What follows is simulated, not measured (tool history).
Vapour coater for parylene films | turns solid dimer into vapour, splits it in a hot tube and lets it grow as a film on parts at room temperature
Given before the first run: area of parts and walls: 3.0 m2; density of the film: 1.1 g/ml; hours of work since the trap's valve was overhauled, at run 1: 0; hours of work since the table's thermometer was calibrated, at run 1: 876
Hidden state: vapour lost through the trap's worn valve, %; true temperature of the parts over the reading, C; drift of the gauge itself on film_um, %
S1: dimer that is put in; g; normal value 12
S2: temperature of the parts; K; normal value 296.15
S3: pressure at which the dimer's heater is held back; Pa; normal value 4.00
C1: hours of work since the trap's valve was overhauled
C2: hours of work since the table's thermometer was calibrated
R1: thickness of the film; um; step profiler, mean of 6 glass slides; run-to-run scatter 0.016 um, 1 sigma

run	hour	S1	S2	S3	C1	C2	R1
1	0.0	12	296.15	4.00	0	876	2.87
2	48.6	12	303.15	4.00	21	897	2.39
3	111.0	12	303.15	4.00	48	924	2.37
4	152.7	12	296.15	2.24	66	942	3.16
5	218.4	12	296.15	2.24	95	971	3.12
6	256.1	12	296.15	2.24	111	987	3.12
7	341.8	12	296.15	4.00	148	1024	2.74
8	401.9	12	296.15	4.00	175	1050	2.73
9	477.3	12	304.15	2.28	207	1083	2.43
# hour 483.2: table's thermometer calibrated
10	536.9	12	307.15	3.15	233	23	2.11
11	620.1	12	307.15	3.15	269	59	2.07
# hour 660.9: trap's valve overhauled
# hour 676.6: table's thermometer calibrated, once more
12	700.4	12	307.15	3.15	17	10	2.22
13	760.2	15	305.15	4.00	43	36	2.77
14	803.2	14	305.15	7.38	61	55	2.27
15	884.4	8	296.15	4.00	97	90	1.84
16	942.1	8	296.15	4.00	122	115	1.84

4 ways to go on from here, each from the tool as it stands after run 16. What would each give?
A	997.6	8	290.15	4.72	146	139	?
B	997.6	12	302.15	8.56	146	139	?
C	997.6	12	290.15	4.00	146	139	?
D	997.6	15	288.15	11.24	146	139	?

run	R1
A	2.04
B	2.00
C	3.17
D	3.43
Had the tool no hidden state, the same runs would have come out as:
run	R1
A	2.15
B	2.11
C	3.34
D	3.61
